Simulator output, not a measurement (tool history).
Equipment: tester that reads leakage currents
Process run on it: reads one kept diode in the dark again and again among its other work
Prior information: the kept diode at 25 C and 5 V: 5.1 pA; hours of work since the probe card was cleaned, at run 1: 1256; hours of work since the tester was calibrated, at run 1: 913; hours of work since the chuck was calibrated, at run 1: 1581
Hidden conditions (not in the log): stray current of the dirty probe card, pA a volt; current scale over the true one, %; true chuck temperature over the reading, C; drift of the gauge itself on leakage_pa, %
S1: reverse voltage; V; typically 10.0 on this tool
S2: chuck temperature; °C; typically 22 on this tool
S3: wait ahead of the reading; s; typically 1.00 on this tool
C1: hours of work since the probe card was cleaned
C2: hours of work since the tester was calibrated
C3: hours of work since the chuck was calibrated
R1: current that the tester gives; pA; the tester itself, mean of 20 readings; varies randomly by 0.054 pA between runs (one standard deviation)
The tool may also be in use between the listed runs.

run    hour    S1  S2    S3    C1    C2    C3     R1
  1     0.0  10.0  22  1.00  1256   913  1581   6.92
  2    31.0  10.0  22  1.00  1272   929  1597   6.90
  3    91.6  10.0  22  1.00  1303   960  1628   6.84
  4   126.3  10.0  22  1.00  1320   978  1645   6.93
      173.1  -- probe card cleaned and baked
  5   176.2  10.0  22  1.00     2  1002  1669   6.85
  6   206.4  10.0  22  1.00    17  1017  1685   6.93
  7   250.0  10.0  22  1.00    39  1039  1707   6.90
  8   296.6  10.0  22  1.00    63  1063  1731   6.86
  9   360.7  10.0  22  1.00    96  1096  1764   6.95
 10   425.2   2.7  22  1.00   129  1129  1796   3.64
 11   457.5   2.7  22  1.00   145  1145  1813   3.69
 12   519.0  10.0  22  2.47   177  1176  1844   5.99
 13   559.2  10.0  22  2.47   197  1197  1865   5.96
 14   612.5  10.0  22  1.00   224  1224  1892   6.91
 15   649.9  10.0  22  1.00   243  1243  1911   6.93
 16   719.1  10.0  22  1.00   279  1279  1946   6.92
 17   775.5  10.0  22  1.00   307  1307  1975   7.00
 18   809.0  10.0  51  1.00   325  1325  1992  49.22
 19   863.3  10.0  51  1.00   352  1352  2020  48.99
 20   928.7  10.0  51  1.00   386  1386  2053  49.09
 21   987.6   2.4  44  0.73   416  1416  2084  17.73
 22  1037.6   2.2  38  0.56   441  1441  2109  11.14
 23  1093.2   2.2  48  2.34   470  1470  2137  22.10
 24  1150.9   2.2  48  2.34   499  1499  2167  22.16
 25  1209.9   2.2  48  2.34   529  1529  2197  22.12
 26  1273.5   2.2  48  3.23   562  1562  2229  21.96
 27  1312.6   2.2  48  3.23   582  1582  2249  21.98
 28  1369.0   1.3  44  7.64   610  1610  2278  13.48
 29  1400.2   1.3  44  7.64   626  1626  2294  13.47
 30  1431.3   1.3  44  7.64   642  1642  2310  13.54
 31  1492.8   6.9  48  5.28   674  1674  2341  33.76
 32  1555.4   7.5  22  3.37   706  1705  2373   5.12
     1561.5  -- chuck's temperature calibrated
 33  1589.1  10.0  52  5.81   722  1722    14  51.38
 34  1649.4   2.4  54  6.72   752  1752    45  34.47
 35  1688.6   2.4  54  6.72   772  1772    65  34.53
 36  1748.1   2.6  33  1.22   803  1803    95   7.99
 37  1804.0   2.6  33  1.22   831  1831   124   7.96
 38  1839.1   1.2  27  1.22   849  1849   142   3.69
 39  1880.2   1.2  27  1.22   870  1870   163   3.64

Describe how what the log doesn't record of the tool's condition differs between the last listed run preceding each entry between runs and the first listed run following it.
After run 4, before run 5: probe card cleaned and baked (hour 173.1)
  stray current of the dirty probe card, pA a volt: 0.023 -> 0.02
After run 32, before run 33: chuck's temperature calibrated (hour 1561.5)
  no difference in the tool's unlogged condition between these two runs
